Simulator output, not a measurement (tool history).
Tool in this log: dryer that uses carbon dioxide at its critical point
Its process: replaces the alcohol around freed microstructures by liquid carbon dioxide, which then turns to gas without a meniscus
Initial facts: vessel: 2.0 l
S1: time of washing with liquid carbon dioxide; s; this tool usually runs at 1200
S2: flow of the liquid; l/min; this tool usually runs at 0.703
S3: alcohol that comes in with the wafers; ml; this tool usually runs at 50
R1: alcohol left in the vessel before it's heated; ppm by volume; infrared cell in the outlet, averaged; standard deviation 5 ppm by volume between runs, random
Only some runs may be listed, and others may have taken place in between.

run 1 hour=0 | S1=1200 S2=0.703 S3=50 | R1=222
run 2 hour=27.7 | S1=1200 S2=0.703 S3=50 | R1=227
run 3 hour=48.7 | S1=1200 S2=0.703 S3=50 | R1=222
run 4 hour=86.3 | S1=1200 S2=0.703 S3=50 | R1=227
run 5 hour=119.3 | S1=1200 S2=0.703 S3=50 | R1=242
run 6 hour=157.5 | S1=1200 S2=0.703 S3=50 | R1=251
run 7 hour=177.1 | S1=1200 S2=0.703 S3=50 | R1=242
run 8 hour=200.8 | S1=1200 S2=0.703 S3=50 | R1=265
run 9 hour=232.6 | S1=1200 S2=0.757 S3=50 | R1=243
run 10 hour=259.4 | S1=1200 S2=0.757 S3=50 | R1=243
run 11 hour=292.1 | S1=1200 S2=0.757 S3=106 | R1=291
run 12 hour=319.1 | S1=1200 S2=0.757 S3=106 | R1=293
-- hour=357.6 inlet filter changed
run 13 hour=357.6 | S1=1320 S2=0.703 S3=101 | R1=254
run 14 hour=377.8 | S1=1320 S2=0.764 S3=101 | R1=249
run 15 hour=412.8 | S1=1320 S2=0.764 S3=101 | R1=257
run 16 hour=446 | S1=1320 S2=0.764 S3=101 | R1=258
run 17 hour=479.1 | S1=1320 S2=0.764 S3=101 | R1=274
run 18 hour=507.8 | S1=1320 S2=0.764 S3=101 | R1=262
run 19 hour=551.4 | S1=1320 S2=0.764 S3=101 | R1=276
run 20 hour=581.2 | S1=1320 S2=0.764 S3=101 | R1=284
run 21 hour=602.9 | S1=1500 S2=0.764 S3=101 | R1=275
-- hour=609.6 purifier's bed changed
run 22 hour=632.6 | S1=1200 S2=0.525 S3=50 | R1=236

3 ways to go on from here, each from the tool as it stands after run 22. What would each give?
run A hour=652.8 | S1=1740 S2=0.844 S3=38 | R1=?
run B hour=652.8 | S1=1200 S2=0.703 S3=40 | R1=?
run C hour=652.8 | S1=1620 S2=0.525 S3=101 | R1=?

run=A R1=17
run=B R1=48
run=C R1=105
With the hidden condition removed and each run's random variation left untouched, the same runs would have given:
run=A R1=10
run=B R1=33
run=C R1=75
